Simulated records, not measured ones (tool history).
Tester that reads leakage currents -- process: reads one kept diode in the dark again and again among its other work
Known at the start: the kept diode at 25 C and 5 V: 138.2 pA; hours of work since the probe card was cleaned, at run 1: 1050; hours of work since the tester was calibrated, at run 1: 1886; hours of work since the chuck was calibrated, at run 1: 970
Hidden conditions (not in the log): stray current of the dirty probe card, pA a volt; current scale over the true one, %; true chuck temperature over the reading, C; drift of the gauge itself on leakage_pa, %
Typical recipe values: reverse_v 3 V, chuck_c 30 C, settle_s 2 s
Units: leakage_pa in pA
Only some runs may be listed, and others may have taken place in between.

| run | hour | reverse_v | chuck_c | settle_s | hours of work since the probe card was cleaned | hours of work since the tester was calibrated | hours of work since the chuck was calibrated | leakage_pa |
|---|---|---|---|---|---|---|---|---|
| 1 | 0 | 3 | 30 | 2 | 1050 | 1886 | 970 | 155.52 |
| 2 | 62.6 | 3 | 30 | 0.64 | 1100 | 1936 | 1019 | 155.9 |
| 3 | 116.1 | 3 | 30 | 0.64 | 1142 | 1978 | 1061 | 155.63 |
|  | 135.5 | probe card cleaned and baked |
| 4 | 167 | 3 | 40 | 2 | 25 | 2016 | 1099 | 340.31 |
| 5 | 204.2 | 3 | 40 | 2 | 54 | 2045 | 1129 | 340.28 |
| 6 | 244.1 | 3 | 48 | 2 | 86 | 2076 | 1160 | 627.7 |
| 7 | 283.1 | 3 | 30 | 2 | 116 | 2107 | 1191 | 151.59 |
| 8 | 317.4 | 3 | 30 | 2 | 143 | 2134 | 1218 | 150.42 |
| 9 | 377.5 | 3 | 30 | 8.78 | 191 | 2181 | 1265 | 150.93 |
| 10 | 419.5 | 3 | 30 | 8.78 | 224 | 2215 | 1298 | 150.39 |
| 11 | 469.3 | 3 | 30 | 8.78 | 263 | 2254 | 1338 | 150.3 |
| 12 | 508.3 | 3 | 30 | 8.78 | 294 | 2285 | 1368 | 150.64 |
| 13 | 546.4 | 3 | 30 | 8.78 | 324 | 2315 | 1398 | 150.87 |
| 14 | 597.6 | 3 | 30 | 8.78 | 364 | 2355 | 1439 | 150.23 |
|  | 604 | chuck's temperature calibrated |
| 15 | 641.2 | 3 | 30 | 8.78 | 397 | 2388 | 29 | 149.51 |
| 16 | 686.2 | 3 | 30 | 8.78 | 433 | 2423 | 65 | 148.88 |
| 17 | 734.5 | 3 | 30 | 8.78 | 471 | 2461 | 103 | 149.19 |
| 18 | 786.6 | 3 | 30 | 8.78 | 512 | 2502 | 144 | 149.21 |
| 19 | 818 | 3 | 30 | 2 | 537 | 2527 | 169 | 148.48 |
| 20 | 870 | 8.53 | 56 | 1.03 | 578 | 2568 | 210 | 1977.61 |
|  | 922.2 | chuck's temperature calibrated, once more |
| 21 | 924.4 | 11.61 | 23 | 3.2 | 619 | 2610 | 2 | 190.95 |
| 22 | 958.8 | 3 | 20 | 4.04 | 646 | 2637 | 29 | 67.55 |
| 23 | 998.1 | 5.18 | 20 | 6.82 | 677 | 2668 | 60 | 93.07 |
| 24 | 1034.1 | 5.04 | 24 | 1.28 | 705 | 2696 | 88 | 129.53 |
| 25 | 1071.5 | 4.19 | 24 | 5.62 | 735 | 2726 | 118 | 115.48 |

Run 26 has not been measured yet. What should we expect?
| 26 | 1132.2 | 4.19 | 24 | 5.62 | 783 | 2773 | 166 | ? |

{"run 26": {"leakage_pa": 115.68}}
The same run, on a tool lacking any hidden state, would have yielded leakage_pa 115.11 pA.

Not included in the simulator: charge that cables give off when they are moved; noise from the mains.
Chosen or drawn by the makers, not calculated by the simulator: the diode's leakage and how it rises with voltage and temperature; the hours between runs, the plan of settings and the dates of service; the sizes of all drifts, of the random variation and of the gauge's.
